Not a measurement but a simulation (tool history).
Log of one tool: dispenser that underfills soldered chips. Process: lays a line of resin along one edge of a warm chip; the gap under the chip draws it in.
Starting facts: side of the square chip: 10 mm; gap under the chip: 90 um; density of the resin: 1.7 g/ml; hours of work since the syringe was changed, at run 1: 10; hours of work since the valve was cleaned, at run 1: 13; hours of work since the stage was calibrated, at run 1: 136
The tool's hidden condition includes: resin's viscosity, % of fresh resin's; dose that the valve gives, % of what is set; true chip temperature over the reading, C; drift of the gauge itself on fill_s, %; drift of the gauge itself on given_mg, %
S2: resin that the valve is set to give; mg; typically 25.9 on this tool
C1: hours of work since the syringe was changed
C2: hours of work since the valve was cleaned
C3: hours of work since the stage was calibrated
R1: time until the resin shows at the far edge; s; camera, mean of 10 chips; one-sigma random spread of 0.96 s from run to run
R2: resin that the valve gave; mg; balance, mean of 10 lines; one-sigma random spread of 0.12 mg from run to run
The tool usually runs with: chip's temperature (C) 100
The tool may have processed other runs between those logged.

run 1 hour=0.0 | chip's_temperature_(C)=100 S2=25.9 | C1=10 C2=13 C3=136 | R1=153.1 R2=25.63
-- hour=1.3 new syringe of resin
run 2 hour=4.5 | chip's_temperature_(C)=100 S2=25.9 | C1=2 C2=16 C3=139 | R1=101.6 R2=25.64
run 3 hour=8.4 | chip's_temperature_(C)=100 S2=25.9 | C1=5 C2=19 C3=141 | R1=117.6 R2=25.45
run 4 hour=14.5 | chip's_temperature_(C)=100 S2=30.7 | C1=9 C2=23 C3=146 | R1=143.4 R2=30.30
-- hour=17.0 new syringe of resin
run 5 hour=18.7 | chip's_temperature_(C)=100 S2=30.7 | C1=1 C2=26 C3=149 | R1=95.7 R2=29.93
run 6 hour=23.0 | chip's_temperature_(C)=100 S2=25.9 | C1=4 C2=29 C3=152 | R1=113.4 R2=25.32
run 7 hour=28.8 | chip's_temperature_(C)=100 S2=25.9 | C1=8 C2=33 C3=156 | R1=140.2 R2=25.22
-- hour=32.8 new syringe of resin
run 8 hour=35.4 | chip's_temperature_(C)=100 S2=25.9 | C1=2 C2=38 C3=160 | R1=97.4 R2=25.23
run 9 hour=38.9 | chip's_temperature_(C)=100 S2=24.3 | C1=4 C2=40 C3=163 | R1=111.8 R2=23.41
run 10 hour=42.6 | chip's_temperature_(C)=100 S2=24.3 | C1=7 C2=43 C3=165 | R1=132.3 R2=23.57
run 11 hour=46.7 | chip's_temperature_(C)=100 S2=24.3 | C1=10 C2=46 C3=168 | R1=154.2 R2=23.47
-- hour=48.4 new syringe of resin
run 12 hour=51.8 | chip's_temperature_(C)=100 S2=24.3 | C1=2 C2=49 C3=172 | R1=103.3 R2=23.52
run 13 hour=57.0 | chip's_temperature_(C)=100 S2=24.3 | C1=6 C2=53 C3=175 | R1=126.3 R2=23.12
run 14 hour=60.2 | chip's_temperature_(C)=100 S2=24.9 | C1=8 C2=55 C3=178 | R1=141.9 R2=23.81
-- hour=62.1 dispensing valve cleaned and set on the balance
-- hour=65.2 new syringe of resin
run 15 hour=66.0 | chip's_temperature_(C)=100 S2=24.9 | C1=1 C2=3 C3=181 | R1=92.0 R2=24.90
run 16 hour=72.0 | chip's_temperature_(C)=100 S2=24.9 | C1=5 C2=7 C3=185 | R1=115.0 R2=24.87
run 17 hour=74.7 | chip's_temperature_(C)=111 S2=24.9 | C1=7 C2=9 C3=187 | R1=96.6 R2=24.66
run 18 hour=78.8 | chip's_temperature_(C)=100 S2=25.9 | C1=10 C2=12 C3=190 | R1=147.3 R2=25.49
-- hour=81.0 new syringe of resin
run 19 hour=81.9 | chip's_temperature_(C)=87 S2=25.9 | C1=1 C2=14 C3=192 | R1=134.4 R2=25.64
run 20 hour=85.7 | chip's_temperature_(C)=92 S2=23.0 | C1=3 C2=16 C3=195 | R1=135.8 R2=22.80
run 21 hour=88.4 | chip's_temperature_(C)=100 S2=31.2 | C1=5 C2=18 C3=197 | R1=117.7 R2=30.78
run 22 hour=94.9 | chip's_temperature_(C)=95 S2=26.6 | C1=10 C2=23 C3=201 | R1=173.8 R2=25.87
-- hour=96.6 new syringe of resin
run 23 hour=98.7 | chip's_temperature_(C)=102 S2=31.8 | C1=1 C2=26 C3=204 | R1=89.3 R2=31.21
run 24 hour=102.9 | chip's_temperature_(C)=102 S2=31.8 | C1=5 C2=29 C3=207 | R1=106.1 R2=30.92
run 25 hour=107.1 | chip's_temperature_(C)=103 S2=29.4 | C1=8 C2=32 C3=210 | R1=121.3 R2=28.82
run 26 hour=111.4 | chip's_temperature_(C)=89 S2=32.1 | C1=11 C2=35 C3=213 | R1=211.0 R2=31.12
-- hour=112.4 new syringe of resin
run 27 hour=114.3 | chip's_temperature_(C)=111 S2=24.6 | C1=1 C2=37 C3=215 | R1=72.5 R2=23.78
run 28 hour=119.8 | chip's_temperature_(C)=100 S2=23.1 | C1=5 C2=40 C3=219 | R1=119.8 R2=22.27
run 29 hour=122.8 | chip's_temperature_(C)=103 S2=25.9 | C1=7 C2=43 C3=221 | R1=122.5 R2=25.08
-- hour=128.0 new syringe of resin
run 30 hour=129.0 | chip's_temperature_(C)=103 S2=25.9 | C1=1 C2=47 C3=225 | R1=85.4 R2=25.00
run 31 hour=134.2 | chip's_temperature_(C)=114 S2=30.9 | C1=4 C2=51 C3=229 | R1=77.7 R2=29.74
run 32 hour=137.2 | chip's_temperature_(C)=94 S2=32.6 | C1=7 C2=53 C3=231 | R1=152.0 R2=31.30

What does the tool deliver on the next run?
run 33 hour=140.6 | chip's_temperature_(C)=96 S2=24.6 | C1=9 C2=55 C3=234 | R1=? R2=?

{"run 33": {"R1": 160.4, "R2": 23.68}}
With the hidden condition absent and the run-to-run variation left alone, this run would have shown R1 101.7 s, R2 24.68 mg.

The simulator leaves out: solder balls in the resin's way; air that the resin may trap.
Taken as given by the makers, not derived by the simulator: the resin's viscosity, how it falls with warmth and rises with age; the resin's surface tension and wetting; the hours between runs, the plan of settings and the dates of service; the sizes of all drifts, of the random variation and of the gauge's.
